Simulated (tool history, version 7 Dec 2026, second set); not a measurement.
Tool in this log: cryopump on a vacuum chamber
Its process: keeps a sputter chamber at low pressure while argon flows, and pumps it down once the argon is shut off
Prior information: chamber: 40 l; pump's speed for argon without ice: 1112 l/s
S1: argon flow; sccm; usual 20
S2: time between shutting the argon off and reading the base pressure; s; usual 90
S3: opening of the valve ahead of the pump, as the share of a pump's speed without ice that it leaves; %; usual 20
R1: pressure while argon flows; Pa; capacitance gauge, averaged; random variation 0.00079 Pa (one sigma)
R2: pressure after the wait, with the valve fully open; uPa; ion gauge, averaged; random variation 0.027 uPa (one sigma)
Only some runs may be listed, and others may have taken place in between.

{"run": 1, "hour": 0.0, "S1": 20, "S2": 90, "S3": 20, "R1": 0.1547, "R2": 2.25}
{"run": 2, "hour": 23.2, "S1": 20, "S2": 90, "S3": 20, "R1": 0.1535, "R2": 2.33}
{"run": 3, "hour": 49.6, "S1": 20, "S2": 90, "S3": 20, "R1": 0.153, "R2": 2.32}
{"run": 4, "hour": 69.2, "S1": 20, "S2": 90, "S3": 20, "R1": 0.153, "R2": 2.32}
{"run": 5, "hour": 90.8, "S1": 20, "S2": 90, "S3": 20, "R1": 0.1542, "R2": 2.36}
{"run": 6, "hour": 105.3, "S1": 20, "S2": 90, "S3": 57, "R1": 0.0571, "R2": 2.43}
{"run": 7, "hour": 117.2, "S1": 20, "S2": 90, "S3": 32, "R1": 0.0981, "R2": 2.32}
{"run": 8, "hour": 144.2, "S1": 19, "S2": 90, "S3": 32, "R1": 0.0922, "R2": 2.44}
{"run": 9, "hour": 160.1, "S1": 19, "S2": 90, "S3": 32, "R1": 0.0942, "R2": 2.5}
{"run": 10, "hour": 176.7, "S1": 20, "S2": 90, "S3": 20, "R1": 0.1552, "R2": 2.55}
{"run": 11, "hour": 200.6, "S1": 34, "S2": 90, "S3": 22, "R1": 0.2413, "R2": 2.5}
{"run": 12, "hour": 224.7, "S1": 10, "S2": 57, "S3": 16, "R1": 0.0987, "R2": 3.05}
{"run": 13, "hour": 252.4, "S1": 10, "S2": 57, "S3": 39, "R1": 0.0415, "R2": 3.21}
{"run": 14, "hour": 263.8, "S1": 20, "S2": 77, "S3": 41, "R1": 0.0786, "R2": 2.78}
{"run": 15, "hour": 275.5, "S1": 9, "S2": 35, "S3": 33, "R1": 0.0436, "R2": 4.25}
{"run": 16, "hour": 297.3, "S1": 38, "S2": 89, "S3": 20, "R1": 0.2998, "R2": 2.71}
{"run": 17, "hour": 317.1, "S1": 32, "S2": 90, "S3": 26, "R1": 0.1957, "R2": 2.75}
{"run": 18, "hour": 339.1, "S1": 19, "S2": 90, "S3": 33, "R1": 0.0944, "R2": 2.86}
{"run": 19, "hour": 365.3, "S1": 19, "S2": 90, "S3": 33, "R1": 0.0943, "R2": 2.87}

Each row is a separate what-if for the run after 19, all from the same tool condition, not one after another. Results?
{"run": "A", "hour": 377.5, "S1": 8, "S2": 193, "S3": 50, "R1": "?", "R2": "?"}
{"run": "B", "hour": 377.5, "S1": 25, "S2": 235, "S3": 20, "R1": "?", "R2": "?"}
{"run": "C", "hour": 377.5, "S1": 10, "S2": 36, "S3": 33, "R1": "?", "R2": "?"}
{"run": "D", "hour": 377.5, "S1": 30, "S2": 90, "S3": 22, "R1": "?", "R2": "?"}
{"run": "E", "hour": 377.5, "S1": 24, "S2": 90, "S3": 20, "R1": "?", "R2": "?"}

run=A R1=0.0267 R2=2.36
run=B R1=0.2004 R2=2.23
run=C R1=0.0497 R2=4.33
run=D R1=0.2165 R2=2.86
run=E R1=0.1897 R2=2.88
Without the tool's unlogged condition, the same runs would have read:
run=A R1=0.0239 R2=0.71
run=B R1=0.1915 R2=0.59
run=C R1=0.0461 R2=2.64
run=D R1=0.2059 R2=1.20
run=E R1=0.1811 R2=1.22
